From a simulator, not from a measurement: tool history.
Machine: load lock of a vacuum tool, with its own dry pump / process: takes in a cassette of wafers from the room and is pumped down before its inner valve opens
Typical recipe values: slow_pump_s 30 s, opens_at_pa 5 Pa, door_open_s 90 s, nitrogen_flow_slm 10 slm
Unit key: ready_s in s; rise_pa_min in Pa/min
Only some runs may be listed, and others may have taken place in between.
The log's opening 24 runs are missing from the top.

run      day  slow_pump_s  opens_at_pa  door_open_s  nitrogen_flow_slm  incoming humidity of the room's air, %  ready_s  rise_pa_min
 25  266.217           17            7           61                 23                                    46.0     47.1        0.024
 26  279.500           36            5           90                 43                                    49.3     64.9        0.022
 27  292.217           36            5           90                 43                                    44.5     63.8        0.019
 28  305.042           36            5           90                 43                                    45.9     64.2        0.019
 29  314.442           51            5          159                 40                                    45.0     77.0        0.037
 30  325.788           51            5          159                 40                                    42.7     77.0        0.024
 31  338.042           29            5          132                 40                                    40.7     58.4        0.022
 32  353.438           29            5          132                 40                                    42.6     57.8        0.021
 33  365.104           30            5          205                 10                                    46.2     58.6        0.055
 34  375.696           30            6          205                 10                                    48.1     58.4        0.063
     380.900  -- door's seal changed, seat wiped
 35  389.867           20            6          205                 10                                    44.0     49.8        0.053
 36  401.200           20            6          205                 10                                    43.9     49.9        0.056

Forecast each of these 3 alternatives for the next run:
  A  408.875           20            6          187                 10                                    41.0        ?            ?
  B  408.875           30            5           49                 10                                    41.6        ?            ?
  C  408.875           30            5          121                 14                                    45.8        ?            ?

run  ready_s  rise_pa_min
  A     49.6        0.043
  B     58.9        0.028
  C     59.4        0.037
Take away the tool's hidden state, keep each run's random variation, and the runs would have read:
run  ready_s  rise_pa_min
  A     49.6        0.042
  B     58.9        0.027
  C     59.4        0.037
